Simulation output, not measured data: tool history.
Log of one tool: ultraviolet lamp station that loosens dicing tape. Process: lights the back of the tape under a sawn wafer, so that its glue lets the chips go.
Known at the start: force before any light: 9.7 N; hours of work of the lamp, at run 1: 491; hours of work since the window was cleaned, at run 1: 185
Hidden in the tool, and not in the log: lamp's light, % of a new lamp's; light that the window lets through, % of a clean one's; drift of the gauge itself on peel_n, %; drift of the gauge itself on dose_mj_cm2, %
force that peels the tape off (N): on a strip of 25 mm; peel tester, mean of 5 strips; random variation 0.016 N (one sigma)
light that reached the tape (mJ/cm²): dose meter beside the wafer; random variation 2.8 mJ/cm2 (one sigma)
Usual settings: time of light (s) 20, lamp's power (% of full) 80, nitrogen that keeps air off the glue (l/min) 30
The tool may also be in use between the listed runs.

run	hour	time of light (s)	lamp's power (% of full)	nitrogen that keeps air off the glue (l/min)	hours of work of the lamp	hours of work since the window was cleaned	force that peels the tape off (N)	light that reached the tape (mJ/cm²)
1	0	20	80	30	491	185	1.348	297
2	27.1	20	80	30	505	199	1.344	286
3	40.4	20	80	30	512	206	1.372	290
# hour 53.9: window cleaned of glue's vapour
4	68.5	20	97	30	527	8	0.664	400
5	80.4	20	97	30	533	14	0.666	401
6	93.4	20	97	30	540	21	0.687	398
7	113.1	20	97	30	550	31	0.703	395
8	130.6	15	97	30	560	41	1.361	291
9	157.9	15	97	30	574	55	1.335	285
10	180.6	24	80	30	586	67	0.767	378
11	200.8	24	80	30	597	78	0.781	371
12	219.8	24	80	30	607	88	0.791	372
13	242.4	20	80	43	619	100	1.077	304
14	269.5	20	80	43	633	114	1.068	301
15	285.5	29	80	43	642	122	0.494	430
16	299.3	29	80	43	649	130	0.491	427
17	328	29	80	43	664	145	0.51	420
18	350.7	29	80	43	676	157	0.514	418
19	370.1	29	80	43	686	167	0.542	415
20	397.6	20	90	30	701	182	1.137	320
21	425.3	20	90	30	716	196	1.16	310
22	439.6	20	90	30	723	204	1.145	307
23	454.1	20	90	30	731	212	1.218	308
# hour 456: window cleaned of glue's vapour
24	474.1	20	90	30	741	10	0.898	350
25	496	20	93	15	753	21	1.154	361
26	515.6	20	93	15	763	32	1.161	361
27	540.3	20	93	15	776	45	1.22	353
28	558	31	80	30	786	54	0.441	463
29	583.4	37	80	30	799	67	0.288	546
30	600.9	12	80	30	808	77	2.86	178
31	621.4	20	66	13	819	87	2.348	242
32	637.4	20	66	13	827	96	2.423	238
33	655.9	20	66	13	837	106	2.574	239
34	668.4	20	66	13	844	112	2.509	237
35	692.8	20	66	28	857	125	1.96	234
36	722.1	20	66	28	872	141	2.065	226
37	737.1	20	66	28	880	149	2.111	228
38	762.6	20	98	12	894	162	1.533	335
39	784.8	13	100	31	905	174	2.142	217
40	804.3	13	100	31	916	184	2.094	214
41	816.1	13	100	31	922	190	2.152	215
42	836.3	13	100	31	933	201	2.243	210
# hour 859.2: window cleaned of glue's vapour
43	863.9	18	91	11	947	2	1.792	308

Measured less the same run without the tool's hidden state. The same run-to-run variation is in both; the gauge's scatter may not be:
run	force that peels the tape off (N)	light that reached the tape (mJ/cm²)
1	+0.57	-86
2	+0.589	-89
3	+0.614	-93
4	+0.192	-59
5	+0.202	-61
6	+0.219	-63
7	+0.234	-68
8	+0.396	-53
9	+0.416	-57
10	+0.288	-80
11	+0.306	-83
12	+0.325	-88
13	+0.429	-76
14	+0.448	-80
15	+0.242	-120
16	+0.24	-124
17	+0.256	-129
18	+0.277	-134
19	+0.293	-139
20	+0.578	-113
21	+0.607	-118
22	+0.607	-120
23	+0.648	-123
24	+0.334	-74
25	+0.417	-81
26	+0.434	-85
27	+0.478	-88
28	+0.21	-123
29	+0.135	-153
30	+0.841	-51
31	+0.797	-74
32	+0.838	-75
33	+0.912	-77
34	+0.907	-79
35	+0.814	-82
36	+0.882	-86
37	+0.924	-88
38	+0.786	-135
39	+0.987	-91
40	+0.979	-95
41	+1.011	-96
42	+1.079	-98
43	+0.653	-85
